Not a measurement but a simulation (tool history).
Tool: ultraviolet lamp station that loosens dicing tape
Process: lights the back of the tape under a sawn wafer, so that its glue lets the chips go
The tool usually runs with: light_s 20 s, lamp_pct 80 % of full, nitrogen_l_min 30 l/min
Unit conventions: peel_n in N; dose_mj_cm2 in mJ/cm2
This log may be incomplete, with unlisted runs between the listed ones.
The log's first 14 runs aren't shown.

run    hour  light_s  lamp_pct  nitrogen_l_min  peel_n  dose_mj_cm2
 15   559.1       20        80              30   1.737          310
      586.7  -- window cleaned of glue's vapour
 16   606.3       20        80              30   1.301          363
 17   657.8       20        80              30   1.437          348
      697.1  -- lamp changed
 18   697.5       20        80              30   0.821          466
 19   747.8       20        80              16   1.431          462
 20   776.7       10        92              17    2.78          259
 21   804.6       16        78              58   0.948          344
 22   844.8       29        73              58   0.303          579
 23   874.9       29        99              60   0.155          758
 24     922       20        76              10   2.274          387
 25   955.8       17        80              41   1.241          342
 26   988.1       17        80              41    1.25          335
 27    1013       17        80              41   1.281          330
 28  1041.8       12        91              38   1.984          255
 29  1084.4       20        87              18   1.664          399
 30  1117.8       20        87              18   1.646          388
 31  1144.1       20        76              16   2.215          337
     1161.2  -- window cleaned of glue's vapour
 32    1171       18       100              24   0.995          462
 33  1196.2       13        91              51   1.324          303
 34  1247.8       24        80              12    1.62          473
 35    1277       18        80              11    2.51          342
 36  1330.1       23        67              32   1.342          347
 37  1375.8       27        75              29   0.965          445
 38  1400.8       13        77              30   2.586          220

What if the next run were any one of these 4? Each begins from the tool's condition after run 38:
  A  1454.2       36        77              30       ?            ?
  B  1454.2       20        80              20       ?            ?
  C  1454.2       29        75              10       ?            ?
  D  1454.2       16        80              30       ?            ?

run  peel_n  dose_mj_cm2
  A   0.542          585
  B   1.902          338
  C   1.878          460
  D   2.097          272
The same runs, with their run-to-run variation unchanged, on a tool lacking any hidden condition would have given:
run  peel_n  dose_mj_cm2
  A   0.209          860
  B   1.035          498
  C   1.023          677
  D   1.179          398
